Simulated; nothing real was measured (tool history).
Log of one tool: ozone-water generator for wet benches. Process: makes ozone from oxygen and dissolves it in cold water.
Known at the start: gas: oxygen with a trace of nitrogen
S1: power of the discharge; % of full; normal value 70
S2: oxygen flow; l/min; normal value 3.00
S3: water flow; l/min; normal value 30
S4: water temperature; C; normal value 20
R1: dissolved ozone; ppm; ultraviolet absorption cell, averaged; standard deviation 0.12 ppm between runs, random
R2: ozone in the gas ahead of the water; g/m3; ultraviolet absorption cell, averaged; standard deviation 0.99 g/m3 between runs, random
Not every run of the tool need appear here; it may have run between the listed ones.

{"run": 1, "day": 0.0, "S1": 70, "S2": 3.0, "S3": 30, "S4": 20, "R1": 10.8, "R2": 170.9}
{"run": 2, "day": 1.025, "S1": 70, "S2": 3.0, "S3": 30, "S4": 20, "R1": 10.7, "R2": 170.7}
{"run": 3, "day": 2.412, "S1": 70, "S2": 3.0, "S3": 30, "S4": 20, "R1": 10.6, "R2": 170.7}
{"run": 4, "day": 3.388, "S1": 70, "S2": 3.0, "S3": 30, "S4": 13, "R1": 11.2, "R2": 169.2}
{"run": 5, "day": 4.438, "S1": 70, "S2": 3.0, "S3": 30, "S4": 13, "R1": 11.3, "R2": 169.6}
{"run": 6, "day": 5.225, "S1": 70, "S2": 3.0, "S3": 30, "S4": 20, "R1": 10.8, "R2": 171.6}
{"run": 7, "day": 6.775, "S1": 70, "S2": 3.0, "S3": 30, "S4": 20, "R1": 10.7, "R2": 171.9}
{"run": 8, "day": 8.317, "S1": 70, "S2": 3.0, "S3": 30, "S4": 20, "R1": 10.7, "R2": 173.0}
{"run": 9, "day": 9.729, "S1": 70, "S2": 3.0, "S3": 30, "S4": 20, "R1": 10.6, "R2": 172.1}
{"run": 10, "day": 11.329, "S1": 70, "S2": 3.0, "S3": 30, "S4": 20, "R1": 10.9, "R2": 174.2}
{"run": 11, "day": 12.492, "S1": 70, "S2": 3.0, "S3": 30, "S4": 20, "R1": 10.8, "R2": 172.1}
{"run": 12, "day": 13.342, "S1": 70, "S2": 2.84, "S3": 25, "S4": 20, "R1": 12.4, "R2": 177.2}
{"run": 13, "day": 14.258, "S1": 45, "S2": 2.84, "S3": 25, "S4": 20, "R1": 9.5, "R2": 137.8}
{"run": 14, "day": 14.979, "S1": 65, "S2": 2.6, "S3": 44, "S4": 14, "R1": 6.8, "R2": 179.5}
{"day": 16.121, "done": "gauge calibrated"}
{"run": 15, "day": 16.158, "S1": 65, "S2": 2.6, "S3": 44, "S4": 14, "R1": 6.8, "R2": 171.3}
{"run": 16, "day": 17.742, "S1": 52, "S2": 3.0, "S3": 39, "S4": 20, "R1": 7.0, "R2": 142.3}
{"run": 17, "day": 19.258, "S1": 52, "S2": 3.0, "S3": 39, "S4": 20, "R1": 6.8, "R2": 143.1}
{"run": 18, "day": 20.871, "S1": 52, "S2": 3.0, "S3": 39, "S4": 20, "R1": 6.9, "R2": 143.6}
{"run": 19, "day": 22.317, "S1": 52, "S2": 3.0, "S3": 39, "S4": 20, "R1": 6.8, "R2": 142.9}
{"run": 20, "day": 23.1, "S1": 52, "S2": 3.0, "S3": 39, "S4": 20, "R1": 6.7, "R2": 143.0}
{"run": 21, "day": 23.925, "S1": 43, "S2": 1.7, "S3": 39, "S4": 20, "R1": 5.1, "R2": 166.7}

Same runs, no hidden state in the tool, same run-to-run variation:
Hidden state present: yield of the discharge, % of new electrodes'; contactor's efficiency, % of a clean one's; true water temperature over the reading, C; drift of the gauge itself on ozone_ppm, %; drift of the gauge itself on gas_g_m3, %.
run=1 R2=171.0
run=2 R2=170.4
run=3 R2=169.9
run=4 R2=168.2
run=5 R2=168.3
run=6 R2=170.0
run=7 R2=169.8
run=8 R2=170.5
run=9 R2=169.1
run=10 R2=170.7
run=11 R2=168.3
run=12 R2=173.0
run=13 R2=134.3
run=14 R2=174.8
run=15 R2=171.4
run=16 R2=141.9
run=17 R2=142.3
run=18 R2=142.4
run=19 R2=141.4
run=20 R2=141.2
run=21 R2=164.4
R1: same as the measured value in every run.
